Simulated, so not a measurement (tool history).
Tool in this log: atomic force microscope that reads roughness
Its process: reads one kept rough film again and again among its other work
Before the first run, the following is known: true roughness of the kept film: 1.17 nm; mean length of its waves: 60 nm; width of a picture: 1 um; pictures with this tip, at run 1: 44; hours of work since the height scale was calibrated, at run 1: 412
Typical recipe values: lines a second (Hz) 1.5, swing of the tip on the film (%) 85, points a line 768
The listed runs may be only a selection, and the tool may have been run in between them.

run    hour  lines a second (Hz)  swing of the tip on the film (%)  points a line  pictures with this tip  hours of work since the height scale was calibrated  roughness of the kept film (nm (root mean square))
  1       0                  1.5                                85            768                      44                                                  412                                                0.97
  2    54.6                 0.56                                85            768                     148                                                  446                                               1.068
  3    92.8                  1.5                                61            768                     220                                                  469                                               1.083
      141.4  -- new tip fitted
  4   145.8                  1.5                                61            768                       8                                                  501                                               1.109
  5   189.5                 1.04                                85            768                      92                                                  528                                               1.024
  6   231.1                 1.04                                85            768                     171                                                  553                                               1.003
  7   259.1                 1.27                                85            768                     224                                                  570                                               0.987
  8   299.3                 1.27                                85            768                     301                                                  595                                               0.975
      308.6  -- new tip fitted
  9   323.3                 1.27                                85            768                      29                                                  610                                               0.992
 10   381.5                 1.27                                85            768                     139                                                  645                                               0.988
 11   424.6                 1.27                                85            768                     221                                                  672                                               0.975
 12   470.2                 1.27                                85            768                     308                                                  700                                               0.969
      473.3  -- new tip fitted
 13   525.2                 1.27                                85            768                      99                                                  733                                               0.988
 14   562.3                  1.5                                85            466                     170                                                  756                                               0.951
 15   616.3                  1.5                                85            466                     273                                                  789                                               0.956
      638.2  -- new tip fitted
 16   672.1                  1.5                                85            443                      65                                                  823                                               0.962
      675.8  -- height scale calibrated on a step standard
 17   712.7                  1.5                                85            443                     140                                                   23                                               0.953
 18     750                  1.5                                85            443                     211                                                   45                                               0.953
 19   798.2                  1.5                                85            443                     303                                                   75                                               0.939
      805.9  -- new tip fitted
 20   832.7                  1.5                                85            812                      51                                                   96                                               0.968
      852.5  -- height scale calibrated on a step standard, once more
 21   875.3                  1.5                                85            812                     130                                                   14                                               0.957
 22   932.5                  1.5                                64            768                     239                                                   49                                                1.07
        971  -- new tip fitted
 23     988                  1.5                                64            768                      33                                                   83                                               1.088
 24  1011.7                  1.5                                85            281                      78                                                   97                                                0.96
 25  1035.4                  1.5                                85            281                     123                                                  112                                               0.963
 26  1070.8                  1.5                                85            281                     190                                                  133                                                0.96
 27  1126.4                  1.5                                85            281                     296                                                  168                                               0.949
     1138.4  -- new tip fitted
 28  1169.8                  1.5                                73            768                      60                                                  194                                                1.04
 29  1223.8                  1.5                                73            768                     163                                                  227                                               1.036
 30  1271.6                  1.5                                85            564                     254                                                  256                                               0.948
     1303.7  -- new tip fitted
 31  1303.7                 1.13                                59            291                       0                                                  276                                               1.118
 32  1347.4                  1.5                                86            786                      83                                                  302                                               0.959
 33  1373.7                  2.2                                85            260                     133                                                  318                                               0.895
 34  1429.3                  2.2                                63            721                     239                                                  353                                               1.049
 35  1455.6                  1.5                                71            768                     289                                                  369                                               1.033
     1469.4  -- new tip fitted
 36  1511.9                  3.6                                80            768                      80                                                  403                                                0.85
 37  1569.4                  3.6                                80            768                     190                                                  438                                                0.84
 38  1621.6                 0.51                                85            349                     289                                                  470                                                1.06
     1635.7  -- new tip fitted
 39  1645.9                  1.4                                86            768                      20                                                  485                                               0.971
 40  1681.9                  1.4                                62            535                      88                                                  507                                               1.086
 41    1717                  1.4                                62            535                     155                                                  528                                               1.093
 42    1746                  1.4                                65            535                     210                                                  546                                               1.063
 43    1771                 0.53                                85            714                     258                                                  561                                               1.055
     1802.1  -- new tip fitted
 44  1823.8                 1.51                                85            714                      42                                                  593                                               0.964
 45  1856.8                 1.31                                67            707                     104                                                  614                                               1.074
 46  1900.8                 1.31                                67            707                     188                                                  640                                                1.07
 47  1956.7                 0.91                                67            707                     295                                                  675                                               1.073
     1968.5  -- new tip fitted
 48  1995.7                 2.82                                80            462                      52                                                  698                                               0.909
 49  2050.6                 0.96                                80            378                     156                                                  732                                               1.036
 50    2101                 2.43                                82            605                     253                                                  763                                               0.895
 51  2129.7                 2.43                                87            653                     307                                                  780                                               0.839

Hidden state at the last listed run before each entry between runs and at the first one after, where it differs:
Between runs 3 and 4: new tip fitted (hour 141.4)
  radius of the tip, nm: 21 -> 7.5; height scale over the true one, %: -0.29 -> -0.32
  difference, measured minus the result without the unlogged condition, roughness of the kept film (nm (root mean square)): -0.022 -> -0.004
Between runs 8 and 9: new tip fitted (hour 308.6)
  radius of the tip, nm: 25.7 -> 9.2; height scale over the true one, %: -0.4 -> -0.42
  difference, measured minus the result without the unlogged condition, roughness of the kept film (nm (root mean square)): -0.027 -> -0.007
Between runs 12 and 13: new tip fitted (hour 473.3)
  radius of the tip, nm: 27 -> 13.7; height scale over the true one, %: -0.5 -> -0.53
  difference, measured minus the result without the unlogged condition, roughness of the kept film (nm (root mean square)): -0.03 -> -0.014
Between runs 15 and 16: new tip fitted (hour 638.2)
  radius of the tip, nm: 25.2 -> 11.7; height scale over the true one, %: -0.59 -> -0.62
  difference, measured minus the result without the unlogged condition, roughness of the kept film (nm (root mean square)): -0.028 -> -0.012
Between runs 16 and 17: height scale calibrated on a step standard (hour 675.8)
  radius of the tip, nm: 11.7 -> 16.6; height scale over the true one, %: -0.62 -> -1.02
  difference, measured minus the result without the unlogged condition, roughness of the kept film (nm (root mean square)): -0.012 -> -0.021
Between runs 19 and 20: new tip fitted (hour 805.9)
  radius of the tip, nm: 27 -> 10.4; height scale over the true one, %: -1.07 -> -1.09
  difference, measured minus the result without the unlogged condition, roughness of the kept film (nm (root mean square)): -0.034 -> -0.015
Between runs 20 and 21: height scale calibrated on a step standard, once more (hour 852.5)
  radius of the tip, nm: 10.4 -> 15.5; height scale over the true one, %: -1.09 -> -0.2
  difference, measured minus the result without the unlogged condition, roughness of the kept film (nm (root mean square)): -0.015 -> -0.012
Between runs 22 and 23: new tip fitted (hour 971)
  radius of the tip, nm: 22.3 -> 9.6; height scale over the true one, %: -0.24 -> -0.26
  difference, measured minus the result without the unlogged condition, roughness of the kept film (nm (root mean square)): -0.023 -> -0.007
Between runs 27 and 28: new tip fitted (hour 1138.4)
  radius of the tip, nm: 26.2 -> 10.9; height scale over the true one, %: -0.34 -> -0.37
  difference, measured minus the result without the unlogged condition, roughness of the kept film (nm (root mean square)): -0.026 -> -0.009
Between runs 30 and 31: new tip fitted (hour 1303.7)
  radius of the tip, nm: 23.8 -> 7.1; height scale over the true one, %: -0.43 -> -0.44
  difference, measured minus the result without the unlogged condition, roughness of the kept film (nm (root mean square)): -0.025 -> -0.005
Between runs 35 and 36: new tip fitted (hour 1469.4)
  radius of the tip, nm: 25.3 -> 11.7; height scale over the true one, %: -0.53 -> -0.56
  difference, measured minus the result without the unlogged condition, roughness of the kept film (nm (root mean square)): -0.03 -> -0.01
Between runs 38 and 39: new tip fitted (hour 1635.7)
  radius of the tip, nm: 25.1 -> 9; height scale over the true one, %: -0.62 -> -0.64
  difference, measured minus the result without the unlogged condition, roughness of the kept film (nm (root mean square)): -0.032 -> -0.009
Between runs 43 and 44: new tip fitted (hour 1802.1)
  radius of the tip, nm: 24.4 -> 10.2; height scale over the true one, %: -0.71 -> -0.74
  difference, measured minus the result without the unlogged condition, roughness of the kept film (nm (root mean square)): -0.031 -> -0.011
Between runs 47 and 48: new tip fitted (hour 1968.5)
  radius of the tip, nm: 27 -> 10.8; height scale over the true one, %: -0.82 -> -0.84
  difference, measured minus the result without the unlogged condition, roughness of the kept film (nm (root mean square)): -0.036 -> -0.012
